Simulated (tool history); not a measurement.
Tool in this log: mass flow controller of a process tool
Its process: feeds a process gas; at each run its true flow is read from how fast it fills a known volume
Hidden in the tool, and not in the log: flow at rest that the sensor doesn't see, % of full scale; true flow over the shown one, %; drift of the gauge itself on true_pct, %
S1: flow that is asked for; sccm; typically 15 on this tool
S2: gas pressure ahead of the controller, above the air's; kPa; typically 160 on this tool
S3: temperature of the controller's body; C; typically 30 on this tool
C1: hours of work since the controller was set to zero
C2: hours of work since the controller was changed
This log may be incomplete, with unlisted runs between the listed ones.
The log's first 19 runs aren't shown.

-- hour=2743.1 controller's zero set anew, once more
run 20 hour=2798.0 | S1=15 S2=160 S3=30 | C1=23 C2=1862 | true_flow_(%)=97.57
run 21 hour=2932.7 | S1=22 S2=168 S3=27 | C1=80 C2=1919 | true_flow_(%)=98.31
run 22 hour=3037.1 | S1=15 S2=199 S3=30 | C1=124 C2=1963 | true_flow_(%)=97.81
run 23 hour=3226.3 | S1=22 S2=232 S3=30 | C1=203 C2=2042 | true_flow_(%)=98.33
run 24 hour=3397.5 | S1=11 S2=160 S3=29 | C1=275 C2=2114 | true_flow_(%)=97.80
run 25 hour=3546.3 | S1=7 S2=270 S3=20 | C1=338 C2=2177 | true_flow_(%)=99.69
run 26 hour=3697.1 | S1=7 S2=270 S3=20 | C1=401 C2=2240 | true_flow_(%)=99.57
run 27 hour=3846.0 | S1=12 S2=278 S3=24 | C1=464 C2=2303 | true_flow_(%)=99.18
run 28 hour=4052.4 | S1=12 S2=278 S3=24 | C1=550 C2=2390 | true_flow_(%)=99.18
run 29 hour=4243.6 | S1=12 S2=278 S3=24 | C1=631 C2=2470 | true_flow_(%)=99.27
run 30 hour=4426.0 | S1=7 S2=168 S3=28 | C1=708 C2=2547 | true_flow_(%)=98.68
run 31 hour=4533.6 | S1=37 S2=168 S3=36 | C1=753 C2=2592 | true_flow_(%)=98.39
run 32 hour=4684.5 | S1=37 S2=208 S3=29 | C1=816 C2=2655 | true_flow_(%)=99.35
run 33 hour=4783.5 | S1=15 S2=211 S3=30 | C1=858 C2=2697 | true_flow_(%)=98.57
run 34 hour=4910.3 | S1=15 S2=211 S3=30 | C1=911 C2=2750 | true_flow_(%)=98.47

Run 35 has not been measured yet. What should we expect?
run 35 hour=4996.8 | S1=7 S2=160 S3=38 | C1=948 C2=2787 | true_flow_(%)=?

Run 35 produced true flow (%) 97.68.
Minus the tool's unlogged condition, the same run would have read true flow (%) 95.58.
